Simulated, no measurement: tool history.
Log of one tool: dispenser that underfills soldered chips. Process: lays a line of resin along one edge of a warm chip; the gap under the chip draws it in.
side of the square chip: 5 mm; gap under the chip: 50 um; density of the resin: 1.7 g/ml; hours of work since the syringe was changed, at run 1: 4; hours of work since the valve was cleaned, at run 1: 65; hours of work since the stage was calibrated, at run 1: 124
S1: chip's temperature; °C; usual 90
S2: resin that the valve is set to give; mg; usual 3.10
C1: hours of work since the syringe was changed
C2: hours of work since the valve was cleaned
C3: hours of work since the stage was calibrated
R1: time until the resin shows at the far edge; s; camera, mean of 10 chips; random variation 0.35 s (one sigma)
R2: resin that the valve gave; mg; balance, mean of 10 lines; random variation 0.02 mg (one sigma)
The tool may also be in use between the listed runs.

run,hour,S1,S2,C1,C2,C3,R1,R2
1,0.0,90,3.10,4,65,124,26.1,2.94
# hour 2.6: new syringe of resin
2,4.8,90,3.10,2,68,127,22.4,2.93
# hour 10.5: new syringe of resin
3,12.6,90,3.10,2,74,133,22.1,2.94
4,16.9,90,3.10,5,77,136,28.6,2.94
# hour 18.4: new syringe of resin
5,22.9,90,3.10,3,82,141,25.5,2.92
# hour 26.0: new syringe of resin
6,31.8,90,3.10,5,88,147,27.7,2.88
# hour 33.6: new syringe of resin
7,36.5,90,3.10,2,92,151,23.1,2.85
# hour 41.2: new syringe of resin
8,45.4,75,3.10,3,98,157,52.0,2.88
# hour 48.9: dispensing valve cleaned and set on the balance
# hour 50.3: new syringe of resin
9,51.2,75,3.10,1,2,161,41.5,3.10
# hour 58.0: new syringe of resin
10,59.9,75,3.10,1,8,167,43.9,3.08
# hour 65.9: new syringe of resin
11,67.6,75,3.10,1,14,173,44.2,3.05
12,71.7,75,3.10,4,17,176,57.3,3.05
# hour 73.5: new syringe of resin
13,76.8,75,3.10,3,21,180,48.1,3.05
# hour 81.1: new syringe of resin
14,83.2,75,3.10,2,25,185,43.8,3.04
# hour 89.0: new syringe of resin
15,92.1,75,3.10,2,32,191,47.3,3.06
# hour 97.1: new syringe of resin
16,101.2,75,3.10,3,39,198,51.2,2.99
# hour 104.8: new syringe of resin
17,109.1,75,3.10,3,44,204,50.9,3.00
# hour 112.3: new syringe of resin
18,113.8,75,3.10,1,48,207,43.5,3.01
# hour 120.1: new syringe of resin
19,120.6,85,3.37,0,53,212,24.9,3.24
# hour 128.0: new syringe of resin
20,128.5,80,3.37,0,59,218,31.6,3.22
# hour 136.0: new syringe of resin
21,137.8,92,3.35,1,65,225,19.0,3.19
# hour 143.7: new syringe of resin
22,144.7,83,3.45,1,71,230,27.8,3.28
23,148.8,83,3.45,4,74,233,36.4,3.26
# hour 151.3: new syringe of resin
24,156.6,104,3.35,4,79,239,14.7,3.13
# hour 158.8: new syringe of resin
25,162.2,104,3.83,3,83,243,12.0,3.60
# hour 167.0: new syringe of resin
26,170.3,90,3.29,3,90,249,24.6,3.09
# hour 174.8: new syringe of resin
27,178.0,90,3.29,2,95,254,23.9,3.05
# hour 182.3: new syringe of resin
28,182.3,82,2.94,0,98,258,29.4,2.71
# hour 185.6: dispensing valve cleaned and set on the balance
# hour 190.9: new syringe of resin
29,191.4,82,2.90,0,4,264,30.3,2.89
30,196.2,90,3.37,4,8,267,26.8,3.35
# hour 199.2: new syringe of resin
31,203.4,75,2.65,3,13,273,55.5,2.69
# hour 206.9: new syringe of resin
32,209.7,82,3.46,2,18,277,33.5,3.40
# hour 215.0: new syringe of resin
33,218.6,76,3.46,3,24,284,47.0,3.39
# hour 222.9: new syringe of resin
34,226.1,101,3.12,2,30,289,14.1,3.06
# hour 230.7: new syringe of resin
35,234.3,90,2.92,3,36,295,24.6,2.86

3 ways to go on from here, each from the tool as it stands after run 35. What would each give?
# hour 238.9: new syringe of resin
A,241.0,94,2.92,2,41,300,?,?
# hour 238.9: new syringe of resin
B,241.0,90,3.50,2,41,300,?,?
# hour 238.9: new syringe of resin
C,241.0,98,3.62,2,41,300,?,?

run,R1,R2
A,19.0,2.82
B,22.1,3.36
C,15.0,3.50
Without the tool's hidden state the same runs would have given:
run,R1,R2
A,15.5,2.91
B,18.1,3.47
C,12.3,3.61

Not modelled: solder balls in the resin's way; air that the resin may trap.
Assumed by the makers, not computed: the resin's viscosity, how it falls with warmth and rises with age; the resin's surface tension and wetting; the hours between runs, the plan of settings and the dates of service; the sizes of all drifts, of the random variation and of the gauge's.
